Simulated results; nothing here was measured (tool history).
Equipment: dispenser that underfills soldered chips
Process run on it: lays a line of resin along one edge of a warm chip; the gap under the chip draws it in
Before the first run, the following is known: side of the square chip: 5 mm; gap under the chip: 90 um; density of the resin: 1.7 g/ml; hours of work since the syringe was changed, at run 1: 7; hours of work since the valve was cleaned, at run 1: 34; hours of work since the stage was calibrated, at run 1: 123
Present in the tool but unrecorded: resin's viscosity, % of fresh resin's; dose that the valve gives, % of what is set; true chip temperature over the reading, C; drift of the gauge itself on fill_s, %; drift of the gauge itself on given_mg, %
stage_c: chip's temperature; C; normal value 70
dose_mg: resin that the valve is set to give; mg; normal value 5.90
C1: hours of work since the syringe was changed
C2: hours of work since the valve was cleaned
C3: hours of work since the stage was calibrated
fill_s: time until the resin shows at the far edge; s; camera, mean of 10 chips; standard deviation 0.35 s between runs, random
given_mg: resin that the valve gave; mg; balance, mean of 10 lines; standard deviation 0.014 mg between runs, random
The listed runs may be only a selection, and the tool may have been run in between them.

run 1 hour=0.0 | stage_c=70 dose_mg=5.90 | C1=7 C2=34 C3=123 | fill_s=28.4 given_mg=5.82
-- hour=3.1 new syringe of resin
run 2 hour=7.0 | stage_c=70 dose_mg=5.90 | C1=3 C2=39 C3=128 | fill_s=20.6 given_mg=5.82
run 3 hour=14.5 | stage_c=70 dose_mg=5.90 | C1=8 C2=44 C3=133 | fill_s=30.2 given_mg=5.79
-- hour=16.2 new syringe of resin
run 4 hour=20.3 | stage_c=66 dose_mg=5.90 | C1=3 C2=48 C3=136 | fill_s=23.7 given_mg=5.76
run 5 hour=25.5 | stage_c=66 dose_mg=5.90 | C1=6 C2=51 C3=140 | fill_s=31.4 given_mg=5.76
-- hour=29.1 new syringe of resin
run 6 hour=29.7 | stage_c=66 dose_mg=5.90 | C1=0 C2=54 C3=143 | fill_s=19.4 given_mg=5.75
run 7 hour=37.8 | stage_c=66 dose_mg=5.90 | C1=6 C2=59 C3=148 | fill_s=30.6 given_mg=5.73
-- hour=42.3 new syringe of resin
run 8 hour=44.7 | stage_c=56 dose_mg=5.90 | C1=2 C2=64 C3=153 | fill_s=30.6 given_mg=5.74
run 9 hour=49.3 | stage_c=56 dose_mg=5.90 | C1=5 C2=67 C3=156 | fill_s=38.0 given_mg=5.74
-- hour=55.3 new syringe of resin
run 10 hour=58.0 | stage_c=56 dose_mg=5.90 | C1=2 C2=73 C3=161 | fill_s=32.4 given_mg=5.68
-- hour=61.2 dispensing valve cleaned and set on the balance
run 11 hour=63.3 | stage_c=56 dose_mg=5.90 | C1=5 C2=1 C3=164 | fill_s=39.5 given_mg=5.93
-- hour=69.5 new syringe of resin
run 12 hour=69.6 | stage_c=56 dose_mg=5.90 | C1=0 C2=6 C3=168 | fill_s=26.4 given_mg=5.88
run 13 hour=77.9 | stage_c=70 dose_mg=6.26 | C1=6 C2=11 C3=174 | fill_s=24.7 given_mg=6.24
-- hour=82.9 new syringe of resin
run 14 hour=85.2 | stage_c=70 dose_mg=6.26 | C1=2 C2=16 C3=179 | fill_s=18.9 given_mg=6.22
run 15 hour=92.6 | stage_c=78 dose_mg=5.65 | C1=7 C2=21 C3=184 | fill_s=21.3 given_mg=5.61
-- hour=95.9 new syringe of resin
run 16 hour=97.1 | stage_c=78 dose_mg=5.65 | C1=1 C2=24 C3=187 | fill_s=13.8 given_mg=5.58
run 17 hour=103.1 | stage_c=78 dose_mg=5.65 | C1=5 C2=28 C3=191 | fill_s=19.2 given_mg=5.60
-- hour=108.8 new syringe of resin
run 18 hour=109.7 | stage_c=83 dose_mg=7.28 | C1=1 C2=32 C3=195 | fill_s=11.9 given_mg=7.20
run 19 hour=113.7 | stage_c=56 dose_mg=5.14 | C1=3 C2=35 C3=198 | fill_s=36.1 given_mg=5.07
run 20 hour=118.2 | stage_c=80 dose_mg=5.58 | C1=6 C2=38 C3=201 | fill_s=20.0 given_mg=5.51

Branching from run 20: 3 alternative next runs. What would each branch give?
-- hour=122.0 new syringe of resin
run A hour=125.5 | stage_c=60 dose_mg=7.45 | C1=2 C2=43 C3=205 | fill_s=? given_mg=?
-- hour=122.0 new syringe of resin
run B hour=125.5 | stage_c=57 dose_mg=5.82 | C1=2 C2=43 C3=205 | fill_s=? given_mg=?
-- hour=122.0 new syringe of resin
run C hour=125.5 | stage_c=73 dose_mg=5.83 | C1=2 C2=43 C3=205 | fill_s=? given_mg=?

run=A fill_s=27.7 given_mg=7.32
run=B fill_s=31.7 given_mg=5.71
run=C fill_s=18.1 given_mg=5.71
With no hidden state in the tool, these same runs would have given:
run=A fill_s=24.3 given_mg=7.45
run=B fill_s=27.8 given_mg=5.81
run=C fill_s=15.8 given_mg=5.82
